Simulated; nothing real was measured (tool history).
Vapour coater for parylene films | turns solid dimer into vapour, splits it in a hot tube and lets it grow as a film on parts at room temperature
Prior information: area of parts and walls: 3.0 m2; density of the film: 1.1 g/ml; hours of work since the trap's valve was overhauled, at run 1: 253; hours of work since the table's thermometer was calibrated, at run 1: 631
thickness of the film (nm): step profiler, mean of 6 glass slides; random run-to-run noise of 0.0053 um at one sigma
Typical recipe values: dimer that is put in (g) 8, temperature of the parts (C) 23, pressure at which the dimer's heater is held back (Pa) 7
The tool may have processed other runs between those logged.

run,hour,dimer that is put in (g),temperature of the parts (C),pressure at which the dimer's heater is held back (Pa),hours of work since the trap's valve was overhauled,hours of work since the table's thermometer was calibrated,thickness of the film (nm)
1,0,8,23,7,253,631,1323
2,16.1,8,23,7,267,645,1323
3,30.6,4,23,7,279,657,653
4,50.5,4,23,7,296,674,660
# hour 76.9: trap's valve overhauled
5,87.5,4,23,7,9,703,655
6,102.6,4,23,7,22,716,662
7,132,4,23,7,47,741,651
8,162.5,8,23,5.92,73,767,1352
9,177.9,6,23,7,87,780,987
10,193.8,4,23,7,100,794,659
11,225.6,8,23,4.84,128,821,1392
12,255.8,7,15,10.6,153,847,1509
13,272.6,7,15,10.6,168,862,1511
14,288.8,7,32,10.6,182,875,749
15,320.9,7,32,10.6,209,903,737
16,338.6,8,15,2.94,224,918,2057
17,368.9,5,23,7,250,944,821
18,400.6,5,23,7,278,971,808
19,424.8,5,23,7,299,992,812
20,441.6,5,23,7,313,1007,813
# hour 449.8: trap's valve overhauled
21,473.2,6,29,2.58,20,1030,878
22,488.2,6,20,2.58,33,1043,1281

Here are 5 independent what-if runs from the current tool condition. What would each one return?
A,504.1,4,27,7,47,1057,?
B,504.1,8,33,5.31,47,1057,?
C,504.1,6,20,2.58,47,1057,?
D,504.1,4,18,2.58,47,1057,?
E,504.1,4,20,2.58,47,1057,?

run,thickness of the film (nm)
A,553
B,901
C,1270
D,924
E,843
Stripped of hidden state, with their random variation kept, the same runs would have yielded:
run,thickness of the film (nm)
A,564
B,920
C,1297
D,944
E,861

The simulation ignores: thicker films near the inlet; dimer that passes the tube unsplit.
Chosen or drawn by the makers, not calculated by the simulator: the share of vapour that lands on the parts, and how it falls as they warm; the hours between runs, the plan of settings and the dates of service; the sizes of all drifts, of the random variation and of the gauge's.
